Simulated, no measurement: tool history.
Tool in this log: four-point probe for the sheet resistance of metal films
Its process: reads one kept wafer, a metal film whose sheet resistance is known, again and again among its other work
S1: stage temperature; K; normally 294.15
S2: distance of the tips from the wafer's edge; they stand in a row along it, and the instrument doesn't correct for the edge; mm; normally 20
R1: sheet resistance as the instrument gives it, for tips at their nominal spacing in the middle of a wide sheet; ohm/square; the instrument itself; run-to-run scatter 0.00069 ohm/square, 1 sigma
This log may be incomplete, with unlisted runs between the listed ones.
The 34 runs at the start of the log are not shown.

Run 35, day 82.588: usual settings but S1 293.15 K, S2 11 mm. Result: R1 3.461869 ohm/square.
Run 36, day 85.683: usual settings but S1 301.15 K, S2 29 mm. Result: R1 3.453499 ohm/square.
Run 37, day 87.762: usual settings but S2 10 mm. Result: R1 3.467858 ohm/square.
Run 38, day 89.046: usual settings but S2 10 mm. Result: R1 3.465947 ohm/square.
Run 39, day 91.888: usual settings but S2 10 mm. Result: R1 3.46704 ohm/square.
Run 40, day 94.562: usual settings but S2 10 mm. Result: R1 3.465696 ohm/square.
Run 41, day 97.154: usual settings but S1 292.15 K, S2 4 mm. Result: R1 3.608519 ohm/square.
Run 42, day 99.433: usual settings but S1 292.15 K, S2 4 mm. Result: R1 3.607929 ohm/square.
Run 43, day 100.938: usual settings but S1 292.15 K, S2 4 mm. Result: R1 3.606572 ohm/square.
Run 44, day 103.421: usual settings but S1 292.15 K, S2 4 mm. Result: R1 3.606177 ohm/square.
Run 45, day 106.179: usual settings but S1 292.15 K, S2 4 mm. Result: R1 3.604106 ohm/square.

4 options for the next run, each taken on its own from the tool as it stands now. Forecast them:
Run A, day 108.3: usual settings but S2 57 mm. Result: R1 ?.
Run B, day 108.3: usual settings but S1 302.15 K, S2 27 mm. Result: R1 ?.
Run C, day 108.3: usual settings but S1 307.15 K, S2 4 mm. Result: R1 ?.
Run D, day 108.3: usual settings but S1 298.15 K, S2 72 mm. Result: R1 ?.

run        R1
  A   3.43134
  B  3.446136
  C  3.626585
  D  3.437486
Without the tool's unlogged condition, the same runs would have read:
run        R1
  A  3.461139
  B   3.47599
  C   3.65784
  D  3.467304

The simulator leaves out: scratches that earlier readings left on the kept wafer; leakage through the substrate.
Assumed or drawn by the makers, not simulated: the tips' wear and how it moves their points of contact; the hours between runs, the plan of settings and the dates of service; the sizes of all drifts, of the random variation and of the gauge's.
